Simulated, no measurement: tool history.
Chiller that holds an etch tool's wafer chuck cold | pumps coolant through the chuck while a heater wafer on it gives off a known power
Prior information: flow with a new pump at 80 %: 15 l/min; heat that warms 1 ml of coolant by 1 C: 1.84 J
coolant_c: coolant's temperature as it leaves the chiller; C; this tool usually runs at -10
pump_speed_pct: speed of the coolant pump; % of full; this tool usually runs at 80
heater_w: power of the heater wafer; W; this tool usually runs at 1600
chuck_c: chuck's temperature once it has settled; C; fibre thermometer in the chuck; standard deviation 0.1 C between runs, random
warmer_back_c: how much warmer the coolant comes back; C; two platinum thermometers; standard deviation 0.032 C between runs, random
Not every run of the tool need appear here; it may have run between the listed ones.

| run | hour | coolant_c | pump_speed_pct | heater_w | chuck_c | warmer_back_c |
|---|---|---|---|---|---|---|
| 1 | 0.0 | -10 | 80 | 1600 | 1.2 | 3.61 |
| 2 | 37.5 | -10 | 80 | 1600 | 1.4 | 3.59 |
| 3 | 59.8 | -10 | 80 | 1600 | 1.2 | 3.60 |
| 4 | 77.4 | -10 | 80 | 1600 | 1.4 | 3.60 |
| 5 | 98.8 | -10 | 80 | 1600 | 1.3 | 3.61 |
| 6 | 127.8 | -10 | 80 | 1600 | 1.4 | 3.60 |
| 7 | 163.1 | -10 | 76 | 1600 | 1.8 | 3.82 |
| 8 | 199.9 | -10 | 76 | 1600 | 1.7 | 3.81 |
| 9 | 230.2 | -10 | 76 | 1600 | 1.5 | 3.79 |
| 10 | 257.0 | -10 | 76 | 1600 | 1.9 | 3.84 |
| 11 | 292.0 | -10 | 76 | 1600 | 1.9 | 3.87 |
| 12 | 321.0 | -10 | 80 | 1600 | 1.3 | 3.63 |
| 13 | 342.4 | -10 | 80 | 1245 | -1.1 | 2.77 |
| 14 | 358.2 | -10 | 80 | 1245 | -1.0 | 2.86 |
| 15 | 388.6 | -10 | 91 | 1600 | 0.6 | 3.11 |
| 16 | 409.5 | -4 | 76 | 1292 | 5.6 | 3.09 |
| 17 | 437.5 | -10 | 97 | 1673 | 0.7 | 3.04 |
| 18 | 473.8 | -16 | 72 | 953 | -8.6 | 2.50 |
|  | 477.0 | chiller's thermometer calibrated |
| 19 | 511.4 | -16 | 72 | 953 | -8.9 | 2.49 |
| 20 | 531.5 | -4 | 97 | 899 | 1.7 | 1.65 |
|  | 540.0 | coolant changed, channels flushed |
| 21 | 570.2 | -3 | 97 | 801 | 1.4 | 1.54 |
| 22 | 597.6 | -15 | 97 | 1059 | -9.0 | 1.94 |
|  | 601.4 | chiller's thermometer calibrated, once more |
| 23 | 622.8 | -20 | 97 | 1105 | -13.5 | 2.04 |
| 24 | 659.3 | -10 | 71 | 1504 | 1.0 | 3.99 |
| 25 | 683.1 | -14 | 98 | 1457 | -5.3 | 2.68 |
| 26 | 717.7 | -14 | 85 | 1457 | -4.6 | 3.13 |
| 27 | 751.7 | -14 | 85 | 1457 | -4.5 | 3.09 |

The next listed run, before its measurement:
| 28 | 783.4 | -16 | 80 | 2286 | ? | ? |

Run 28 came out at chuck_c -0.4 C, warmer_back_c 5.27 C.
Without the tool's hidden state the same run would have given chuck_c -1.1 C, warmer_back_c 4.96 C.
